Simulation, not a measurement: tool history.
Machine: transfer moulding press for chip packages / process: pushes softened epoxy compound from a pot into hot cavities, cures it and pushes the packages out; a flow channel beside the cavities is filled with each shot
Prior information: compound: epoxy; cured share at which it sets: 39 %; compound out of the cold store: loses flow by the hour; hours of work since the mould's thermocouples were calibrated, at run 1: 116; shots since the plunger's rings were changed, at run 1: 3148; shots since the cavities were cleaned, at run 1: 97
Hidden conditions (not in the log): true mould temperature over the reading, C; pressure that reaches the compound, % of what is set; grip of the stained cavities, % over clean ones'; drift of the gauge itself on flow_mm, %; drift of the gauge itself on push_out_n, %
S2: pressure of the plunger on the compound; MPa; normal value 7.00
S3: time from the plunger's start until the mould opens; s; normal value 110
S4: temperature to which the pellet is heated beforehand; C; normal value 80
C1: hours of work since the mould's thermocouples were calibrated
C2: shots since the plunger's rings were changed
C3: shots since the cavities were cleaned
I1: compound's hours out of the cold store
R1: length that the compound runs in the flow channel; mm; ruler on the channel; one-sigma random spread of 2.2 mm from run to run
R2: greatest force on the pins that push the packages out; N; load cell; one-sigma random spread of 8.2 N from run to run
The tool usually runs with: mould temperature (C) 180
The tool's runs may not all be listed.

run 1 hour=0.0 | mould_temperature_(C)=180 S2=7.00 S3=110 S4=80 | C1=116 C2=3148 C3=97 | I1=31.4 | R1=591 R2=544
run 2 hour=9.4 | mould_temperature_(C)=180 S2=7.21 S3=110 S4=80 | C1=120 C2=3227 C3=176 | I1=22.2 | R1=628 R2=590
run 3 hour=16.7 | mould_temperature_(C)=180 S2=7.00 S3=120 S4=80 | C1=124 C2=3288 C3=237 | I1=11.0 | R1=646 R2=556
run 4 hour=26.8 | mould_temperature_(C)=180 S2=7.00 S3=120 S4=80 | C1=129 C2=3373 C3=322 | I1=16.8 | R1=631 R2=581
run 5 hour=33.3 | mould_temperature_(C)=180 S2=7.00 S3=119 S4=80 | C1=132 C2=3428 C3=377 | I1=18.5 | R1=627 R2=593
run 6 hour=39.9 | mould_temperature_(C)=180 S2=7.00 S3=119 S4=80 | C1=135 C2=3484 C3=433 | I1=9.5 | R1=653 R2=615
-- hour=43.0 cavities cleaned with cleaning compound and waxed
run 7 hour=47.9 | mould_temperature_(C)=180 S2=7.00 S3=119 S4=80 | C1=139 C2=3538 C3=41 | I1=20.1 | R1=619 R2=666
run 8 hour=57.9 | mould_temperature_(C)=180 S2=7.00 S3=119 S4=80 | C1=144 C2=3623 C3=126 | I1=40.6 | R1=567 R2=649
run 9 hour=64.9 | mould_temperature_(C)=188 S2=7.00 S3=119 S4=80 | C1=147 C2=3682 C3=185 | I1=32.8 | R1=570 R2=638
run 10 hour=70.3 | mould_temperature_(C)=180 S2=7.52 S3=110 S4=80 | C1=150 C2=3728 C3=231 | I1=14.3 | R1=656 R2=699
-- hour=72.7 cavities cleaned with cleaning compound and waxed, once more
run 11 hour=81.2 | mould_temperature_(C)=180 S2=7.52 S3=110 S4=80 | C1=155 C2=3807 C3=72 | I1=19.8 | R1=644 R2=547
run 12 hour=86.3 | mould_temperature_(C)=180 S2=7.00 S3=110 S4=84 | C1=157 C2=3850 C3=115 | I1=16.0 | R1=628 R2=562
run 13 hour=96.0 | mould_temperature_(C)=180 S2=7.00 S3=110 S4=84 | C1=162 C2=3931 C3=196 | I1=12.2 | R1=636 R2=563
run 14 hour=103.2 | mould_temperature_(C)=180 S2=7.00 S3=110 S4=84 | C1=166 C2=3992 C3=257 | I1=38.9 | R1=568 R2=577
run 15 hour=111.4 | mould_temperature_(C)=180 S2=5.41 S3=136 S4=80 | C1=170 C2=4062 C3=327 | I1=41.2 | R1=491 R2=552
run 16 hour=120.9 | mould_temperature_(C)=180 S2=5.41 S3=136 S4=80 | C1=174 C2=4142 C3=407 | I1=11.5 | R1=560 R2=568
-- hour=127.1 cavities cleaned with cleaning compound and waxed
run 17 hour=129.3 | mould_temperature_(C)=180 S2=7.00 S3=91 S4=81 | C1=178 C2=4199 C3=18 | I1=40.6 | R1=564 R2=635
run 18 hour=136.9 | mould_temperature_(C)=180 S2=7.00 S3=114 S4=80 | C1=182 C2=4263 C3=82 | I1=17.2 | R1=624 R2=536
run 19 hour=143.9 | mould_temperature_(C)=180 S2=7.00 S3=114 S4=80 | C1=185 C2=4323 C3=142 | I1=16.5 | R1=626 R2=553
run 20 hour=155.1 | mould_temperature_(C)=176 S2=7.00 S3=110 S4=83 | C1=191 C2=4417 C3=236 | I1=33.9 | R1=589 R2=677
run 21 hour=165.3 | mould_temperature_(C)=180 S2=5.20 S3=110 S4=80 | C1=196 C2=4503 C3=322 | I1=45.9 | R1=470 R2=600
run 22 hour=176.7 | mould_temperature_(C)=183 S2=6.51 S3=121 S4=79 | C1=202 C2=4599 C3=418 | I1=16.3 | R1=595 R2=581
-- hour=181.4 cavities cleaned with cleaning compound and waxed
run 23 hour=186.5 | mould_temperature_(C)=186 S2=7.75 S3=121 S4=82 | C1=206 C2=4669 C3=43 | I1=22.5 | R1=625 R2=472
run 24 hour=196.6 | mould_temperature_(C)=186 S2=7.75 S3=121 S4=82 | C1=211 C2=4755 C3=129 | I1=26.4 | R1=612 R2=500
run 25 hour=205.6 | mould_temperature_(C)=180 S2=8.57 S3=110 S4=90 | C1=215 C2=4830 C3=204 | I1=14.6 | R1=689 R2=577
run 26 hour=215.8 | mould_temperature_(C)=180 S2=8.57 S3=110 S4=90 | C1=220 C2=4917 C3=291 | I1=46.4 | R1=604 R2=587
run 27 hour=221.8 | mould_temperature_(C)=180 S2=8.57 S3=110 S4=90 | C1=223 C2=4967 C3=341 | I1=33.1 | R1=637 R2=593

3 options for the next run, each taken on its own from the tool as it stands now. Forecast them:
run A hour=233.4 | mould_temperature_(C)=181 S2=8.57 S3=135 S4=86 | C1=229 C2=5064 C3=438 | I1=22.9 | R1=? R2=?
run B hour=233.4 | mould_temperature_(C)=172 S2=5.32 S3=144 S4=80 | C1=229 C2=5064 C3=438 | I1=21.0 | R1=? R2=?
run C hour=233.4 | mould_temperature_(C)=176 S2=8.34 S3=110 S4=80 | C1=229 C2=5064 C3=438 | I1=8.6 | R1=? R2=?

run=A R1=663 R2=595
run=B R1=550 R2=605
run=C R1=714 R2=757
With no hidden state in the tool, these same runs would have given:
run=A R1=704 R2=473
run=B R1=584 R2=485
run=C R1=758 R2=614
